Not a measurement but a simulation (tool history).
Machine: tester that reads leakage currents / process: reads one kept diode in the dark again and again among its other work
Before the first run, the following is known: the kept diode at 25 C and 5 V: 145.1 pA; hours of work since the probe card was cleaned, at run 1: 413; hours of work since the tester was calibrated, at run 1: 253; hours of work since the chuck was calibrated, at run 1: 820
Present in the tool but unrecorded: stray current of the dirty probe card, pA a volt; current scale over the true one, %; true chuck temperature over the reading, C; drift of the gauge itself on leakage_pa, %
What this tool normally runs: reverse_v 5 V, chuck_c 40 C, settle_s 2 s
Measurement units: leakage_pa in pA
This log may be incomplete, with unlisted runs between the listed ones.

run	day	reverse_v	chuck_c	settle_s	hours of work since the probe card was cleaned	hours of work since the tester was calibrated	hours of work since the chuck was calibrated	leakage_pa
1	0	5	40	2	413	253	820	427.01
2	1.838	5	40	2	443	283	851	429.87
3	3.446	5	40	2	470	310	878	427.23
4	4.662	5	40	2	490	330	898	428.02
5	5.921	5	40	2	511	351	919	425.61
6	6.75	5	40	2	525	365	933	425.5
7	8.438	5	59	2	553	393	961	1527.13
8	9.996	1.94	59	2	579	419	987	1021.53
9	10.946	1.94	20	2	595	435	1003	63.36
10	12.471	3.69	20	2	620	460	1028	83.72
11	14.046	3.69	20	2	646	486	1054	84.17
12	14.879	3.69	20	2	660	500	1068	84.32
13	15.946	3.69	20	2	678	518	1086	84.45
14	16.958	1.67	22	0.83	695	535	1103	69.88
15	17.883	2.3	35	0.83	710	550	1118	213.07
16	19.496	8.42	49	1.56	737	577	1145	987.09
17	20.692	5	28	3.42	757	597	1165	177.58
18	21.55	4.99	40	2	771	611	1179	422.53
19	22.896	4.99	40	2	794	634	1201	422.94
20	24.562	5	28	5.78	821	661	1229	177.22
21	25.612	5	28	5.78	839	679	1247	176.85
22	27.25	5	28	5.78	866	706	1274	176.57
23	28.196	1.75	27	1.25	882	722	1290	103.71

Pick out some run-to-run changes in leakage_pa. Of each, how much would a tool without hidden state show as well, from the settings, what came in and chance, and how much is left for the hidden state and any gauge scatter not in both results compared?
Run 6 -> 7: chuck_c 40 -> 59. leakage_pa +1101.63 pA: hidden state -57.16, all else +1158.79.
Run 8 -> 9: chuck_c 59 -> 20. leakage_pa -958.17 pA: hidden state +52.2, all else -1010.37.

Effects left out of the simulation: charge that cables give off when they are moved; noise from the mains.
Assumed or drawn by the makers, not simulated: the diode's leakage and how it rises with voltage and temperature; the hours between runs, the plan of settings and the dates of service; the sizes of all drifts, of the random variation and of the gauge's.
